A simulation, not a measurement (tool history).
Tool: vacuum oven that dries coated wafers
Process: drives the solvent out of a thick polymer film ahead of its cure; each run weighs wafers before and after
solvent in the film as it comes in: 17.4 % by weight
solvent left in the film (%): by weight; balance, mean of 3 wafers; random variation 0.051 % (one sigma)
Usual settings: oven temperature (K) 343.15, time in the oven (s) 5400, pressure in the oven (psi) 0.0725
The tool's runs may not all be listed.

Run 1, hour 0.0: usual settings. Result: solvent left in the film (%) 0.80.
Run 2, hour 18.9: usual settings. Result: solvent left in the film (%) 0.83.
Run 3, hour 42.2: usual settings but time in the oven (s) 8100. Result: solvent left in the film (%) 0.32.
Run 4, hour 66.2: usual settings but pressure in the oven (psi) 0.1881. Result: solvent left in the film (%) 1.24.
Run 5, hour 86.4: usual settings but pressure in the oven (psi) 0.1881. Result: solvent left in the film (%) 1.30.
Run 6, hour 107.5: usual settings but pressure in the oven (psi) 0.1881. Result: solvent left in the film (%) 1.18.
Run 7, hour 130.7: usual settings but pressure in the oven (psi) 0.1881. Result: solvent left in the film (%) 1.28.
Run 8, hour 149.6: usual settings. Result: solvent left in the film (%) 0.93.
Run 9, hour 160.9: usual settings. Result: solvent left in the film (%) 0.89.
Run 10, hour 179.9: usual settings. Result: solvent left in the film (%) 0.86.
Run 11, hour 206.1: usual settings. Result: solvent left in the film (%) 0.86.
Run 12, hour 224.9: usual settings. Result: solvent left in the film (%) 0.89.
Run 13, hour 248.1: usual settings. Result: solvent left in the film (%) 0.93.
Run 14, hour 267.0: usual settings but oven temperature (K) 357.15, pressure in the oven (psi) 0.0508. Result: solvent left in the film (%) 0.18.
Run 15, hour 288.8: usual settings but oven temperature (K) 347.15, time in the oven (s) 6840, pressure in the oven (psi) 0.2284. Result: solvent left in the film (%) 0.75.
Run 16, hour 309.9: usual settings but oven temperature (K) 339.15, time in the oven (s) 7740, pressure in the oven (psi) 0.0418. Result: solvent left in the film (%) 0.81.
Run 17, hour 326.5: usual settings but oven temperature (K) 339.15, time in the oven (s) 7740, pressure in the oven (psi) 0.0418. Result: solvent left in the film (%) 0.81.
At hour 330.9: oven's thermocouples calibrated.
Run 18, hour 347.9: usual settings but oven temperature (K) 336.15, time in the oven (s) 4320, pressure in the oven (psi) 0.1205. Result: solvent left in the film (%) 4.20.
Run 19, hour 366.0: usual settings but oven temperature (K) 356.15, pressure in the oven (psi) 0.1569. Result: solvent left in the film (%) 0.30.
Run 20, hour 382.4: usual settings but oven temperature (K) 339.15, time in the oven (s) 5820, pressure in the oven (psi) 0.0437. Result: solvent left in the film (%) 1.61.
Run 21, hour 398.1: usual settings but oven temperature (K) 338.15, pressure in the oven (psi) 0.0930. Result: solvent left in the film (%) 2.30.
At hour 421.1: oven's thermocouples calibrated, once more.
Run 22, hour 424.0: usual settings but oven temperature (K) 350.15, time in the oven (s) 4200, pressure in the oven (psi) 0.0757. Result: solvent left in the film (%) 0.33.
Run 23, hour 448.0: usual settings but oven temperature (K) 350.15, time in the oven (s) 4080, pressure in the oven (psi) 0.0899. Result: solvent left in the film (%) 0.43.
Run 24, hour 461.2: usual settings but oven temperature (K) 328.15, time in the oven (s) 5580, pressure in the oven (psi) 0.2338. Result: solvent left in the film (%) 6.50.
Run 25, hour 478.5: usual settings but oven temperature (K) 332.15, time in the oven (s) 4620, pressure in the oven (psi) 0.0442. Result: solvent left in the film (%) 4.98.
Run 26, hour 497.2: usual settings but time in the oven (s) 3780, pressure in the oven (psi) 0.1604. Result: solvent left in the film (%) 2.01.

5 ways to go on from here, each from the tool as it stands after run 26. What would each give?
Run A, hour 512.7: usual settings but time in the oven (s) 4140, pressure in the oven (psi) 0.0624. Result: solvent left in the film (%) ?.
Run B, hour 512.7: usual settings but oven temperature (K) 329.15, time in the oven (s) 7140, pressure in the oven (psi) 0.0466. Result: solvent left in the film (%) ?.
Run C, hour 512.7: usual settings but oven temperature (K) 331.15, time in the oven (s) 3720. Result: solvent left in the film (%) ?.
Run D, hour 512.7: usual settings but pressure in the oven (psi) 0.1034. Result: solvent left in the film (%) ?.
Run E, hour 512.7: usual settings but time in the oven (s) 3300. Result: solvent left in the film (%) ?.

run  solvent left in the film (%)
  A                          1.32
  B                          4.01
  C                          6.55
  D                          0.92
  E                          2.08
Without the tool's hidden state the same runs would have given:
run  solvent left in the film (%)
  A                          1.22
  B                          3.85
  C                          6.41
  D                          0.84
  E                          1.97

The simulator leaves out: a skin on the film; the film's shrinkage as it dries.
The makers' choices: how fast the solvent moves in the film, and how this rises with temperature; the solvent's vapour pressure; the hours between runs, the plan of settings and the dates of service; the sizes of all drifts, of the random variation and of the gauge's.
